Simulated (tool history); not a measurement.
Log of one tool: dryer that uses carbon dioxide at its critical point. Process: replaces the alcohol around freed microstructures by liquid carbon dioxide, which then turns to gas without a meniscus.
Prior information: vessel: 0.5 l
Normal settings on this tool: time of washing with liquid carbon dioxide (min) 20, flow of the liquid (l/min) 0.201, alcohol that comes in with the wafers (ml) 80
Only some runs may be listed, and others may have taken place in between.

| run | hour | time of washing with liquid carbon dioxide (min) | flow of the liquid (l/min) | alcohol that comes in with the wafers (ml) | alcohol left in the vessel before it's heated (ppm by volume) |
|---|---|---|---|---|---|
| 1 | 0 | 20 | 0.201 | 80 | 206 |
| 2 | 15.2 | 20 | 0.201 | 80 | 210 |
| 3 | 26.5 | 20 | 0.201 | 80 | 218 |
| 4 | 51.7 | 20 | 0.201 | 80 | 217 |
| 5 | 73.8 | 15 | 0.201 | 80 | 822 |
| 6 | 90.7 | 15 | 0.201 | 80 | 835 |
| 7 | 111.2 | 20 | 0.152 | 80 | 806 |
| 8 | 131.4 | 20 | 0.152 | 80 | 845 |
| 9 | 153 | 20 | 0.152 | 80 | 842 |
| 10 | 177.7 | 20 | 0.152 | 80 | 847 |
| 11 | 196.9 | 20 | 0.152 | 80 | 843 |
| 12 | 216.7 | 20 | 0.152 | 80 | 881 |
| 13 | 229.9 | 20 | 0.152 | 80 | 870 |
| 14 | 246.2 | 20 | 0.152 | 80 | 840 |
| 15 | 271.3 | 20 | 0.152 | 80 | 901 |
| 16 | 282.8 | 20 | 0.152 | 80 | 892 |
| 17 | 299.4 | 20 | 0.201 | 80 | 259 |
| 18 | 324.3 | 20 | 0.201 | 80 | 278 |
| 19 | 337.3 | 20 | 0.201 | 80 | 265 |
| 20 | 347.9 | 20 | 0.22 | 83 | 206 |
| 21 | 360.8 | 27 | 0.189 | 85 | 150 |
| 22 | 382.6 | 27 | 0.189 | 85 | 149 |
| 23 | 403.9 | 20 | 0.201 | 32 | 193 |
| 24 | 426.8 | 20 | 0.201 | 32 | 207 |
| 25 | 446.8 | 26 | 0.201 | 75 | 152 |
| 26 | 471.4 | 21 | 0.162 | 30 | 315 |
| 27 | 494.7 | 20 | 0.201 | 54 | 253 |
| 28 | 516.1 | 20 | 0.195 | 44 | 254 |
| 29 | 532.8 | 12 | 0.195 | 23 | 982 |
| 30 | 550.9 | 20 | 0.162 | 114 | 1033 |
| 31 | 562 | 17 | 0.201 | 80 | 628 |
| 32 | 576.2 | 17 | 0.201 | 80 | 643 |
| 33 | 597.5 | 20 | 0.201 | 25 | 210 |
| 34 | 610.1 | 27 | 0.254 | 80 | 154 |
| 35 | 623.6 | 27 | 0.254 | 80 | 155 |
| 36 | 643 | 20 | 0.158 | 80 | 910 |
| 37 | 659 | 27 | 0.327 | 71 | 165 |

Forecast each of these 5 alternatives for the next run:
| A | 670.4 | 20 | 0.201 | 21 | ? |
| B | 670.4 | 20 | 0.167 | 115 | ? |
| C | 670.4 | 17 | 0.201 | 64 | ? |
| D | 670.4 | 27 | 0.124 | 71 | ? |
| E | 670.4 | 32 | 0.201 | 61 | ? |

| run | alcohol left in the vessel before it's heated (ppm by volume) |
|---|---|
| A | 208 |
| B | 977 |
| C | 576 |
| D | 650 |
| E | 163 |
What these runs would have given with no unlogged condition in the tool:
| run | alcohol left in the vessel before it's heated (ppm by volume) |
|---|---|
| A | 32 |
| B | 506 |
| C | 250 |
| D | 301 |
| E | 8 |
